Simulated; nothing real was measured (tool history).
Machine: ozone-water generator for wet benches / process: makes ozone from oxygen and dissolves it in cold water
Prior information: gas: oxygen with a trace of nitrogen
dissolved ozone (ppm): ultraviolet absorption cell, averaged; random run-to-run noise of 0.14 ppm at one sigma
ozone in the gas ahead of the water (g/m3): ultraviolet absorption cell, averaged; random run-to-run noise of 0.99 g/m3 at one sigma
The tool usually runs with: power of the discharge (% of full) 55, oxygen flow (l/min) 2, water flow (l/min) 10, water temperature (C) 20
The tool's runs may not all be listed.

run,hour,power of the discharge (% of full),oxygen flow (l/min),water flow (l/min),water temperature (C),dissolved ozone (ppm),ozone in the gas ahead of the water (g/m3)
1,0,55,2,10,20,17,166.9
2,172.2,55,2,10,20,16.7,165.3
3,276.5,55,2,10,20,16.7,163.8
4,443.4,55,2,14,20,12.7,166.8
5,619.3,55,2,14,20,12.6,165.8
6,766.7,55,2,10,16,17.6,165.9
7,895.8,55,2,10,16,17.3,164.5
8,1045.7,55,2,9,20,17.7,163.9
9,1122.9,57,2,10,20,16.5,165.3
10,1296.3,55,2,10,20,16.3,162.2
11,1436.4,60,2,10,20,16.8,169.3
# hour 1459.9: water thermometer calibrated
12,1517.1,55,3.02,10,20,16.7,133.9
13,1701,55,3.02,10,20,16.6,130.9
14,1844,55,3.02,10,20,16.7,132.1
# hour 1888.2: contactor cleaned
15,2027.9,55,2,10,17,16.6,157.7
16,2152.8,55,2,10,24,15.3,158.2
17,2251.7,55,2,10,24,15.1,158
18,2429.8,55,1.52,10,20,15.3,177
19,2568.2,68,2.25,10,20,18,163.6
20,2699.5,50,2.25,12,20,13.3,140.5
21,2805.8,46,1.13,12,20,10.7,187.1
22,2889,55,2,7,17,21.1,153
23,3052.6,84,1.92,10,20,19.2,194.9
24,3191.6,84,1.92,10,20,19,194.5
25,3267.5,55,3.55,10,20,16.1,116.6
26,3405.8,82,2.34,10,16,20.2,173.3
27,3572.8,82,2.34,10,16,20.2,172.5
28,3650.9,66,1.5,10,20,15.7,188.5
29,3836.9,41,1.02,8,17,14.2,177.8
30,4020.7,41,1.02,8,17,14,178.4
31,4115.8,41,1.02,8,17,14.1,176.6
32,4233.8,41,1.02,8,17,14.1,176.4
33,4338,65,1.38,9,19,16.5,192.7

3 ways to go on from here, each from the tool as it stands after run 33. What would each give?
A,4432.3,55,2,10,15,?,?
B,4432.3,51,1.53,6,20,?,?
C,4432.3,55,2.83,16,13,?,?

run,dissolved ozone (ppm),ozone in the gas ahead of the water (g/m3)
A,15.8,148.4
B,19.8,161.6
C,11.4,125.6
Stripped of hidden state, with their random variation kept, the same runs would have yielded:
run,dissolved ozone (ppm),ozone in the gas ahead of the water (g/m3)
A,18.4,170.8
B,22.9,184.9
C,13.3,144.6
